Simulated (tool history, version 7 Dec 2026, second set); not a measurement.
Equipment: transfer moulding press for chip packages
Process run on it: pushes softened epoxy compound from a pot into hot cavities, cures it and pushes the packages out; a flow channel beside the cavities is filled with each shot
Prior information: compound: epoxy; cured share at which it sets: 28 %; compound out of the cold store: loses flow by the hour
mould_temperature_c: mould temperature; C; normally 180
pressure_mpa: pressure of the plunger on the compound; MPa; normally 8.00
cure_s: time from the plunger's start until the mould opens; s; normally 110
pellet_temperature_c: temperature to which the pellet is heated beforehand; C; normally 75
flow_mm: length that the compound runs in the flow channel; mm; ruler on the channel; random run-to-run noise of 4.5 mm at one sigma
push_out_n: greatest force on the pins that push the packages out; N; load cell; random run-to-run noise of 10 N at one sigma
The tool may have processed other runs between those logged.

run   hour  mould_temperature_c  pressure_mpa  cure_s  pellet_temperature_c  incoming compound's hours out of the cold store  flow_mm  push_out_n
  1    0.0                  180          8.00     110                    75                                             40.3      565         586
      17.1  -- cavities cleaned with cleaning compound and waxed
  2   22.2                  180          8.00     110                    75                                             28.6      600         653
  3   53.1                  180          8.00     110                    75                                             14.4      650         738
      77.9  -- cavities cleaned with cleaning compound and waxed
  4   82.5                  180          8.00     110                    75                                             26.7      603         481
  5  115.0                  180          8.00     110                    75                                             35.4      575         565
     135.2  -- cavities cleaned with cleaning compound and waxed, once more
  6  154.0                  180          6.49     110                    75                                             15.2      578         544
  7  173.7                  180          6.49     110                    75                                             14.1      576         563
     196.0  -- cavities cleaned with cleaning compound and waxed
  8  216.2                  180          6.90     110                    75                                             29.7      539         512
  9  246.6                  180          6.90     110                    75                                             40.3      507         580
     255.6  -- cavities cleaned with cleaning compound and waxed
 10  277.1                  180          6.90     110                    75                                             26.0      542         543
     312.6  -- plunger's sealing rings changed
     317.9  -- cavities cleaned with cleaning compound and waxed
 11  317.9                  180          6.90     110                    75                                             33.5      578         459
 12  340.0                  180          7.52     110                    75                                             21.3      647         545
 13  366.1                  180          7.52     110                    75                                             19.0      657         597
     377.4  -- cavities cleaned with cleaning compound and waxed
 14  399.9                  180          9.50     110                    75                                             13.7      748         550
 15  432.8                  186          8.61     126                    80                                              9.2      716         477
     437.0  -- cavities cleaned with cleaning compound and waxed
 16  466.6                  180          6.31     101                    75                                             45.1      507         595
     497.7  -- cavities cleaned with cleaning compound and waxed
 17  507.6                  183          6.31     101                    71                                             34.5      530         481
 18  530.5                  182          6.31     129                    71                                             46.1      494         463
     558.6  -- cavities cleaned with cleaning compound and waxed
 19  565.8                  177          6.18     101                    65                                             11.5      590         701
 20  598.1                  178          6.86     117                    67                                             22.6      589         591
     619.9  -- cavities cleaned with cleaning compound and waxed
 21  631.7                  187          6.33     129                    72                                             20.3      555         398
 22  664.3                  180          7.80      94                    69                                             11.8      647         832
     679.6  -- cavities cleaned with cleaning compound and waxed
 23  687.3                  180          7.80      94                    69                                             41.4      554         613
 24  709.7                  180          8.00     117                    75                                             37.0      579         502
     739.2  -- cavities cleaned with cleaning compound and waxed
 25  739.9                  180          8.00     148                    83                                             20.9      627         363
 26  763.4                  179          8.00     148                    83                                             13.5      638         433
 27  785.7                  175          8.00     135                    75                                             38.6      570         547

Predict each of these 3 candidate next runs independently; none follows another, all start after run 27:
     801.5  -- cavities cleaned with cleaning compound and waxed
  A  806.3                  180          9.81     110                    77                                             17.9        ?           ?
     801.5  -- cavities cleaned with cleaning compound and waxed
  B  806.3                  175          9.78     106                    75                                             35.0        ?           ?
     801.5  -- cavities cleaned with cleaning compound and waxed
  C  806.3                  182          7.11     135                    75                                             30.1        ?           ?

run  flow_mm  push_out_n
  A      697         452
  B      637         648
  C      542         373
What these runs would have given with no unlogged condition in the tool:
run  flow_mm  push_out_n
  A      769         478
  B      703         708
  C      597         364
